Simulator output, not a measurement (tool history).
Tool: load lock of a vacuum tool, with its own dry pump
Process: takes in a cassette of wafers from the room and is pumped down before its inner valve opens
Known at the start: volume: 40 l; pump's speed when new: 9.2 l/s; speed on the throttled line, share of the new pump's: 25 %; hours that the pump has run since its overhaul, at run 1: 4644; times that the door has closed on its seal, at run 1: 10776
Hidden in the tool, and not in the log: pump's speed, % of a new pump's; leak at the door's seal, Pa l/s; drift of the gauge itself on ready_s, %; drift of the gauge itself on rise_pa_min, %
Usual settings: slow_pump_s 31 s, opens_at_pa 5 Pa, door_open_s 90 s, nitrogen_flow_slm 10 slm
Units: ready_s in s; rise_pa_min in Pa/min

run	day	slow_pump_s	opens_at_pa	door_open_s	nitrogen_flow_slm	hours that the pump has run since its overhaul	times that the door has closed on its seal	incoming humidity of the room's air, %	ready_s	rise_pa_min
1	0	31	5	90	10	4644	10776	44.9	66	0.035
2	11.621	31	5	90	10	4923	11344	43.6	66.7	0.04
3	20.575	31	5	90	5	5138	11782	47.8	65.9	0.052
4	32.729	31	5	90	5	5430	12376	48.2	66.1	0.053
5	45.646	31	5	109	10	5740	13007	45.7	66.7	0.047
6	60.767	31	5	90	10	6103	13746	43.7	65.7	0.037
7	74.662	31	5	90	10	6436	14426	44.9	66.8	0.036
8	87.525	31	5	90	10	6745	15054	45.4	66.8	0.04
9	99.125	31	5	90	10	7023	15621	41.7	67.1	0.037
10	115.825	31	5	90	10	7424	16437	46.8	66.4	0.039
11	124.371	31	5	90	10	7629	16855	43.4	66.4	0.036
12	136.046	31	5	90	10	7909	17426	47.5	66.4	0.044
13	145.638	31	5	90	10	8140	17895	41.6	66.8	0.038
14	159.092	31	5	90	10	8462	18552	41.3	67.5	0.037
15	171.592	31	5	27	10	8762	19163	44.4	66.6	0.029
16	187.633	31	5	90	7	9147	19947	48	67.3	0.046
17	200.633	31	5	90	7	9459	20582	45.5	66.9	0.05
# day 211.921: dry pump taken out, an overhauled one fitted
18	215.546	31	5	90	7	87	21299	43.8	66.2	0.05
19	222.567	31	5	90	7	256	21642	46	66.1	0.047
20	233.733	17	8	28	9	524	22188	44.4	54.8	0.029
21	246.562	17	8	28	9	831	22815	49.1	53.9	0.032
22	262.054	47	7	91	6	1203	23572	48	75.7	0.046
23	272.058	43	5	74	10	1443	24061	45.1	76.3	0.038
24	283.471	43	5	74	10	1717	24619	44.8	75.5	0.036
25	292.538	43	5	74	10	1935	25062	42.4	75.5	0.036
26	304.208	43	5	74	10	2215	25633	47.1	75.7	0.036
27	316.933	43	5	74	10	2520	26255	49	75.8	0.034
28	327.379	43	5	74	10	2771	26765	47.4	75.4	0.034
29	337.279	43	5	74	10	3009	27249	43.6	75.9	0.034
30	349.667	43	5	74	10	3306	27855	45.1	75.6	0.038
31	357.029	43	5	74	10	3483	28214	44.5	76.1	0.03
32	367.138	31	7	90	10	3725	28708	45.4	65.6	0.043
33	378.7	28	7	90	10	4003	29274	40.8	62.2	0.038
# day 384.412: door's seal changed, seat wiped
34	387.862	21	5	90	14	4221	168	43.1	58.8	0.03
35	400.125	21	9	90	19	4515	768	45.2	57.4	0.033
36	414.433	31	6	90	14	4859	1467	47.3	65.4	0.037
37	428.867	31	6	90	14	5205	2172	46	65.4	0.034
38	436.792	31	6	90	14	5395	2560	48.3	66.1	0.036

3 ways to go on from here, each from the tool as it stands after run 38. What would each give?
A	443.812	22	5	90	10	5564	2903	43.3	?	?
B	443.812	31	6	90	23	5564	2903	44.9	?	?
C	443.812	37	5	90	7	5564	2903	44.8	?	?

run	ready_s	rise_pa_min
A	60.3	0.034
B	65.8	0.028
C	70.1	0.046
Without the tool's hidden state the same runs would have given:
run	ready_s	rise_pa_min
A	60.3	0.034
B	65.8	0.027
C	70.1	0.046

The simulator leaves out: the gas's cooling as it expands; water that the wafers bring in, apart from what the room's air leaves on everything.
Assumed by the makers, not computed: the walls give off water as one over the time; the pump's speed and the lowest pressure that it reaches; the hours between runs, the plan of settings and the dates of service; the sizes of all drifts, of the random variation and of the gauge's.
